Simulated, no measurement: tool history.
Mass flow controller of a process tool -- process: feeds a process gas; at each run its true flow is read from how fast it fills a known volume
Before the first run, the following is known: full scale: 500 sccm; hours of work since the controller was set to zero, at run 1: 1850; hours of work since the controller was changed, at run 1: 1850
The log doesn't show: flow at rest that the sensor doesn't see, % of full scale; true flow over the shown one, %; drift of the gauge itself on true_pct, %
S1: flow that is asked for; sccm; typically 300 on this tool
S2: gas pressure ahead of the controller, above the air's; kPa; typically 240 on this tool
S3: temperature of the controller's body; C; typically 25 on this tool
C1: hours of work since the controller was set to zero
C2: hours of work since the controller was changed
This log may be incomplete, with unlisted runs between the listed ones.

run 1 hour=0.0 | S1=300 S2=240 S3=25 | C1=1850 C2=1850 | true_flow_(%)=99.86
run 2 hour=116.5 | S1=300 S2=240 S3=25 | C1=1896 C2=1896 | true_flow_(%)=99.78
run 3 hour=299.5 | S1=300 S2=240 S3=25 | C1=1968 C2=1968 | true_flow_(%)=99.90
run 4 hour=448.8 | S1=300 S2=240 S3=25 | C1=2027 C2=2027 | true_flow_(%)=99.98
run 5 hour=587.2 | S1=300 S2=240 S3=25 | C1=2082 C2=2082 | true_flow_(%)=99.95
run 6 hour=789.3 | S1=300 S2=240 S3=25 | C1=2162 C2=2162 | true_flow_(%)=100.09
run 7 hour=925.2 | S1=300 S2=240 S3=25 | C1=2215 C2=2215 | true_flow_(%)=100.12
run 8 hour=1110.8 | S1=53 S2=240 S3=25 | C1=2289 C2=2289 | true_flow_(%)=100.47
run 9 hour=1270.7 | S1=53 S2=240 S3=25 | C1=2352 C2=2352 | true_flow_(%)=100.65
run 10 hour=1388.1 | S1=53 S2=240 S3=25 | C1=2398 C2=2398 | true_flow_(%)=100.69
run 11 hour=1595.6 | S1=211 S2=240 S3=25 | C1=2480 C2=2480 | true_flow_(%)=99.78
run 12 hour=1768.1 | S1=300 S2=240 S3=29 | C1=2549 C2=2549 | true_flow_(%)=99.84
run 13 hour=1976.1 | S1=93 S2=240 S3=25 | C1=2631 C2=2631 | true_flow_(%)=99.96
run 14 hour=2105.5 | S1=93 S2=240 S3=21 | C1=2682 C2=2682 | true_flow_(%)=100.32
run 15 hour=2291.6 | S1=93 S2=240 S3=21 | C1=2755 C2=2755 | true_flow_(%)=100.26
run 16 hour=2507.6 | S1=300 S2=240 S3=25 | C1=2841 C2=2841 | true_flow_(%)=100.21
run 17 hour=2707.6 | S1=300 S2=240 S3=25 | C1=2920 C2=2920 | true_flow_(%)=100.23
run 18 hour=2884.9 | S1=300 S2=240 S3=25 | C1=2990 C2=2990 | true_flow_(%)=100.37
run 19 hour=3096.8 | S1=300 S2=240 S3=25 | C1=3074 C2=3074 | true_flow_(%)=100.41
run 20 hour=3192.5 | S1=300 S2=240 S3=25 | C1=3111 C2=3111 | true_flow_(%)=100.47
run 21 hour=3322.0 | S1=300 S2=223 S3=25 | C1=3163 C2=3163 | true_flow_(%)=100.49
run 22 hour=3443.0 | S1=300 S2=240 S3=26 | C1=3210 C2=3210 | true_flow_(%)=100.32
run 23 hour=3532.8 | S1=300 S2=240 S3=26 | C1=3246 C2=3246 | true_flow_(%)=100.43
run 24 hour=3659.0 | S1=300 S2=240 S3=26 | C1=3296 C2=3296 | true_flow_(%)=100.41
run 25 hour=3764.5 | S1=406 S2=166 S3=25 | C1=3338 C2=3338 | true_flow_(%)=100.73
run 26 hour=3856.9 | S1=73 S2=240 S3=33 | C1=3374 C2=3374 | true_flow_(%)=100.67
run 27 hour=4007.3 | S1=52 S2=160 S3=25 | C1=3434 C2=3434 | true_flow_(%)=101.59
run 28 hour=4116.8 | S1=287 S2=259 S3=24 | C1=3477 C2=3477 | true_flow_(%)=100.82
-- hour=4129.2 controller's zero set anew
run 29 hour=4326.7 | S1=280 S2=203 S3=29 | C1=78 C2=3560 | true_flow_(%)=100.68
-- hour=4459.7 controller's zero set anew, once more
run 30 hour=4495.8 | S1=76 S2=150 S3=25 | C1=14 C2=3626 | true_flow_(%)=98.66
run 31 hour=4582.4 | S1=73 S2=150 S3=29 | C1=49 C2=3660 | true_flow_(%)=98.63
run 32 hour=4689.4 | S1=160 S2=167 S3=22 | C1=91 C2=3703 | true_flow_(%)=99.41
run 33 hour=4840.4 | S1=193 S2=177 S3=25 | C1=150 C2=3762 | true_flow_(%)=99.49
run 34 hour=5043.0 | S1=193 S2=177 S3=25 | C1=231 C2=3842 | true_flow_(%)=99.45
run 35 hour=5249.5 | S1=193 S2=177 S3=25 | C1=312 C2=3924 | true_flow_(%)=99.45
run 36 hour=5453.9 | S1=193 S2=177 S3=25 | C1=393 C2=4005 | true_flow_(%)=99.58
run 37 hour=5541.8 | S1=193 S2=177 S3=25 | C1=428 C2=4040 | true_flow_(%)=99.63
run 38 hour=5684.9 | S1=107 S2=160 S3=34 | C1=484 C2=4096 | true_flow_(%)=98.66
run 39 hour=5807.2 | S1=125 S2=193 S3=25 | C1=533 C2=4144 | true_flow_(%)=99.30
run 40 hour=6016.3 | S1=125 S2=193 S3=25 | C1=615 C2=4227 | true_flow_(%)=99.42
run 41 hour=6166.1 | S1=90 S2=145 S3=33 | C1=674 C2=4286 | true_flow_(%)=98.92
run 42 hour=6266.6 | S1=233 S2=145 S3=21 | C1=714 C2=4326 | true_flow_(%)=100.11
run 43 hour=6391.2 | S1=81 S2=240 S3=25 | C1=763 C2=4375 | true_flow_(%)=99.69
run 44 hour=6574.6 | S1=81 S2=240 S3=25 | C1=836 C2=4448 | true_flow_(%)=99.76
run 45 hour=6704.8 | S1=384 S2=215 S3=21 | C1=887 C2=4499 | true_flow_(%)=101.08
run 46 hour=6920.5 | S1=384 S2=215 S3=21 | C1=973 C2=4584 | true_flow_(%)=101.28
run 47 hour=7050.4 | S1=384 S2=215 S3=34 | C1=1024 C2=4636 | true_flow_(%)=100.42

Each row is a separate what-if for the run after 47, all from the same tool condition, not one after another. Results?
run A hour=7243.6 | S1=97 S2=242 S3=27 | C1=1100 C2=4712 | true_flow_(%)=?
run B hour=7243.6 | S1=175 S2=215 S3=38 | C1=1100 C2=4712 | true_flow_(%)=?
run C hour=7243.6 | S1=322 S2=215 S3=34 | C1=1100 C2=4712 | true_flow_(%)=?

run=A true_flow_(%)=99.82
run=B true_flow_(%)=99.18
run=C true_flow_(%)=100.23
With the hidden condition removed and each run's random variation left untouched, the same runs would have given:
run=A true_flow_(%)=97.76
run=B true_flow_(%)=97.42
run=C true_flow_(%)=98.63

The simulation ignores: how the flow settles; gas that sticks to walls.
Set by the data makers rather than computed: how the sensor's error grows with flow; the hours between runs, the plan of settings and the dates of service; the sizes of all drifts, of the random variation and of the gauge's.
